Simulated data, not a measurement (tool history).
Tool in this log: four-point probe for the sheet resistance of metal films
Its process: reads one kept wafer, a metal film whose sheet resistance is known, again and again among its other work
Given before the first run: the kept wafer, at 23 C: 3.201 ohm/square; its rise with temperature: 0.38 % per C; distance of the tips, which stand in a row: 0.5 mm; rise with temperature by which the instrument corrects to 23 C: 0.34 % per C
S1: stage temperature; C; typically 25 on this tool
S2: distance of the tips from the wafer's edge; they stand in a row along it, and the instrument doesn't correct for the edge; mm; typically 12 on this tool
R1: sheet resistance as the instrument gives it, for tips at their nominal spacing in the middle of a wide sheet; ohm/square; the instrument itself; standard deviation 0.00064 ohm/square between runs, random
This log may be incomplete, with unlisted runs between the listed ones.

{"run": 1, "hour": 0.0, "S1": 25, "S2": 12, "R1": 3.207571}
{"run": 2, "hour": 26.3, "S1": 23, "S2": 12, "R1": 3.204683}
{"run": 3, "hour": 42.0, "S1": 23, "S2": 12, "R1": 3.20448}
{"run": 4, "hour": 75.6, "S1": 23, "S2": 12, "R1": 3.204104}
{"run": 5, "hour": 102.1, "S1": 25, "S2": 12, "R1": 3.206173}
{"run": 6, "hour": 125.7, "S1": 25, "S2": 12, "R1": 3.206632}
{"run": 7, "hour": 140.1, "S1": 30, "S2": 12, "R1": 3.212893}
{"run": 8, "hour": 167.7, "S1": 25, "S2": 4, "R1": 3.230903}
{"run": 9, "hour": 200.4, "S1": 26, "S2": 10, "R1": 3.208033}
{"run": 10, "hour": 223.1, "S1": 21, "S2": 18, "R1": 3.198478}
{"run": 11, "hour": 255.1, "S1": 21, "S2": 18, "R1": 3.198163}
{"run": 12, "hour": 286.3, "S1": 21, "S2": 4, "R1": 3.224227}
{"run": 13, "hour": 317.9, "S1": 25, "S2": 6, "R1": 3.21516}
{"run": 14, "hour": 352.2, "S1": 19, "S2": 18, "R1": 3.194849}

Hidden state or all else? Some run-to-run changes of R1, split into what the settings, what came in and random variation would give without the hidden state, and what is left for the hidden state (with any gauge scatter that isn't in both results):
Hidden state present: inner tips' distance over the nominal, %; tips' flats over new ones', %; wafer's true temperature over the reading, C; drift of the gauge itself on sheet_ohm, %.
Run 11 -> 12: S2 18 -> 4. R1 +0.026064 ohm/square: hidden state -0.000147, all else +0.026211.
Run 13 -> 14: S1 25 -> 19, S2 6 -> 18. R1 -0.020311 ohm/square: hidden state -0.000186, all else -0.020125.
